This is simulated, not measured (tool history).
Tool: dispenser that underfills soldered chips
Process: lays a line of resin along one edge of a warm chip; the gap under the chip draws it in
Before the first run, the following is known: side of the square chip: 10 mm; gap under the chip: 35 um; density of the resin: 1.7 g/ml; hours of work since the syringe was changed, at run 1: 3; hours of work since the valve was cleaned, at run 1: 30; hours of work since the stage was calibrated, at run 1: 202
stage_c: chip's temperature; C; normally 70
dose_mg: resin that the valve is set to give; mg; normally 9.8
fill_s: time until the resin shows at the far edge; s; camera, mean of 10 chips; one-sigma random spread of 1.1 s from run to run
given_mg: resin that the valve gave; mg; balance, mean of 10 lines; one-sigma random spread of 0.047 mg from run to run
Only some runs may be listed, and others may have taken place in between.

run	hour	stage_c	dose_mg	hours of work since the syringe was changed	hours of work since the valve was cleaned	hours of work since the stage was calibrated	fill_s	given_mg
1	0	70	9.8	3	30	202	119.4	9.47
# hour 7.6: new syringe of resin
2	8.6	68	9.8	1	36	208	111.3	9.49
# hour 18.7: new syringe of resin
3	21.5	70	11.36	2	45	217	112.6	10.78
# hour 29.6: new syringe of resin
# hour 37.9: dispensing valve cleaned and set on the balance
4	37.9	70	11.36	5	0	228	144.2	11.42
# hour 41.4: new syringe of resin
5	51.3	70	11.36	7	10	238	166.5	11.25
# hour 52.9: new syringe of resin
6	60.8	70	9.8	6	16	245	144.2	9.67
# hour 63.2: new syringe of resin
7	72.6	70	9.8	7	25	253	162	9.71
# hour 74.3: new syringe of resin
8	82	70	9.8	6	32	260	149.3	9.49
# hour 85: new syringe of resin
# hour 95.5: new syringe of resin
9	99.8	70	10.51	3	44	273	119.5	10.02
# hour 106.3: new syringe of resin
10	115.2	70	10.51	7	55	284	150.5	9.94
# hour 116.7: new syringe of resin
# hour 117.7: dispensing valve cleaned and set on the balance
11	124.8	70	9.8	5	5	290	136.9	9.65
# hour 128.7: new syringe of resin
12	132.2	70	9.8	3	10	295	115.1	9.61
# hour 138.9: new syringe of resin
13	147.6	70	9.8	6	22	306	151.7	9.46
# hour 149.4: new syringe of resin
14	158.3	70	9.8	7	29	314	153.9	9.54
# hour 159.7: new syringe of resin
# hour 170.5: new syringe of resin
15	175.2	83	9.8	3	41	326	66.9	9.41
# hour 181.9: new syringe of resin
16	189.6	82	9.8	6	52	337	81.5	9.28
# hour 192.3: new syringe of resin
# hour 197.9: dispensing valve cleaned and set on the balance
17	201	70	9.8	6	2	344	142.1	9.8
# hour 203.6: new syringe of resin
# hour 214: new syringe of resin
18	215.6	70	9.8	1	13	354	98.2	9.64
19	223.8	67	12.19	7	19	360	176.6	11.96
# hour 225.2: new syringe of resin
# hour 235.5: new syringe of resin
20	237.5	57	8.47	1	28	370	193.3	8.26
# hour 246: new syringe of resin
21	246	57	8.47	0	34	376	173.7	8.15
# hour 256.2: new syringe of resin
22	256.9	59	10.05	1	42	384	156.3	9.71
# hour 267: new syringe of resin
23	269.3	63	12.48	2	51	393	142.5	11.95
# hour 277.2: new syringe of resin
# hour 278.2: dispensing valve cleaned and set on the balance
24	282	56	10.11	3	3	401	218.9	10
# hour 288.9: new syringe of resin
25	289.8	56	10.11	1	8	407	185.1	10.05
# hour 299.1: new syringe of resin
26	303.3	62	12.01	3	18	417	163.9	11.81
# hour 310.7: new syringe of resin
27	310.7	62	9.04	0	23	422	132.8	8.89
28	320.3	59	8.37	7	30	429	261.1	8.11
# hour 321.9: new syringe of resin
29	331.3	65	10.35	7	38	437	186.7	10
# hour 332.8: new syringe of resin
30	341.3	57	11.73	6	45	444	268.5	11.18
# hour 344.1: new syringe of resin
# hour 355: new syringe of resin
# hour 357.5: dispensing valve cleaned and set on the balance
31	359.3	57	11.73	2	1	456	194.8	11.66
# hour 367.1: new syringe of resin
32	375.4	57	11.73	6	13	468	257.6	11.6
# hour 378.1: new syringe of resin
# hour 389.1: new syringe of resin
33	393.2	57	11.73	3	26	480	202.6	11.46

5 ways to go on from here, each from the tool as it stands after run 33. What would each give?
# hour 399.7: new syringe of resin
A	406	81	11.73	5	35	490	?	?
# hour 399.7: new syringe of resin
B	406	57	11.73	5	35	490	?	?
# hour 399.7: new syringe of resin
C	406	56	12.02	5	35	490	?	?
# hour 399.7: new syringe of resin
D	406	70	9.5	5	35	490	?	?
# hour 399.7: new syringe of resin
E	406	70	11.29	5	35	490	?	?

run	fill_s	given_mg
A	75.1	11.24
B	226.8	11.37
C	235.3	11.61
D	124.5	9.14
E	121.5	10.8
Without the tool's hidden state the same runs would have given:
run	fill_s	given_mg
A	63.5	11.65
B	197	11.78
C	204.7	12.03
D	106.1	9.47
E	103.9	11.2
